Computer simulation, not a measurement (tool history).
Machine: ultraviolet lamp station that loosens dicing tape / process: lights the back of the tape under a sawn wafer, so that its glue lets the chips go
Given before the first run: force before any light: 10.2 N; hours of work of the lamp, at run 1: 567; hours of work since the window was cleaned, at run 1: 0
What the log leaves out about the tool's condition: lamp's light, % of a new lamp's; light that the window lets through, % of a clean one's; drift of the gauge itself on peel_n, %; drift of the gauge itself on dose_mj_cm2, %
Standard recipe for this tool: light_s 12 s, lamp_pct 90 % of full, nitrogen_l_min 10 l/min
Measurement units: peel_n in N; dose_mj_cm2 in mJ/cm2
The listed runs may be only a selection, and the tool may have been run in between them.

run	hour	light_s	lamp_pct	nitrogen_l_min	hours of work of the lamp	hours of work since the window was cleaned	peel_n	dose_mj_cm2
1	0.0	12	90	10	567	0	0.317	257
2	20.2	12	90	10	582	15	0.336	259
3	45.1	12	90	10	600	33	0.360	252
4	69.4	12	92	10	618	50	0.346	258
5	86.5	12	92	10	630	63	0.337	254
6	111.5	12	90	10	648	81	0.385	249
7	128.8	12	90	10	661	93	0.398	243
8	153.1	12	90	10	678	111	0.405	241
9	176.0	12	90	10	695	127	0.409	237
10	198.7	12	90	10	711	144	0.419	233
11	222.8	12	90	10	728	161	0.447	233
12	235.5	12	90	20	738	170	0.265	232
13	250.6	12	90	8	749	181	0.563	231
14	270.0	12	90	6	763	195	0.763	227
15	283.4	12	90	6	772	205	0.766	222
16	310.6	12	90	6	792	224	0.802	223
17	328.6	12	90	6	805	237	0.811	218
18	349.6	12	90	6	820	253	0.801	213
19	371.5	12	90	7	836	268	0.752	213
20	393.3	12	90	13	852	284	0.466	214
21	415.2	8	65	6	868	300	3.069	100
# hour 437.3: lamp changed
22	439.4	8	65	9	1	317	1.548	142
# hour 441.9: window cleaned of glue's vapour
23	456.3	7	83	7	13	10	1.548	151
24	479.2	12	72	6	30	27	0.753	220
25	505.5	10	90	10	49	46	0.475	233
26	521.0	7	64	10	60	57	2.098	118
27	535.4	7	89	10	71	68	1.201	158
# hour 547.1: window cleaned of glue's vapour, once more
28	550.8	7	89	10	81	3	0.832	178
29	566.6	12	88	11	93	14	0.188	304
30	586.0	18	78	11	107	28	0.082	404
31	610.4	18	78	11	124	46	0.085	402
32	635.6	10	96	5	143	64	0.566	272
33	654.9	12	73	17	157	78	0.244	241
34	670.9	12	73	17	168	89	0.264	240
35	697.7	12	90	15	187	109	0.161	297
36	723.7	12	90	15	206	128	0.165	292
37	749.8	12	90	15	225	146	0.163	287
38	761.6	12	87	16	234	155	0.180	278
39	775.1	12	67	10	243	165	0.538	211

Measured minus without-hidden-state, run by run (identical run-to-run variation in each term; gauge scatter may differ):
run	peel_n	dose_mj_cm2
1	+0.159	-66
2	+0.175	-69
3	+0.187	-73
4	+0.189	-77
5	+0.188	-79
6	+0.219	-80
7	+0.232	-83
8	+0.241	-85
9	+0.249	-88
10	+0.261	-89
11	+0.289	-92
12	+0.166	-95
13	+0.361	-97
14	+0.486	-98
15	+0.488	-99
16	+0.521	-103
17	+0.534	-105
18	+0.533	-107
19	+0.514	-109
20	+0.334	-112
21	+1.454	-56
22	+0.228	-12
23	+0.374	-23
24	+0.249	-37
25	+0.182	-41
26	+0.525	-21
27	+0.395	-31
28	+0.058	-6
29	+0.020	-11
30	+0.008	-19
31	+0.009	-23
32	+0.093	-18
33	+0.050	-19
34	+0.054	-21
35	+0.035	-29
36	+0.039	-32
37	+0.045	-35
38	+0.050	-35
39	+0.160	-29
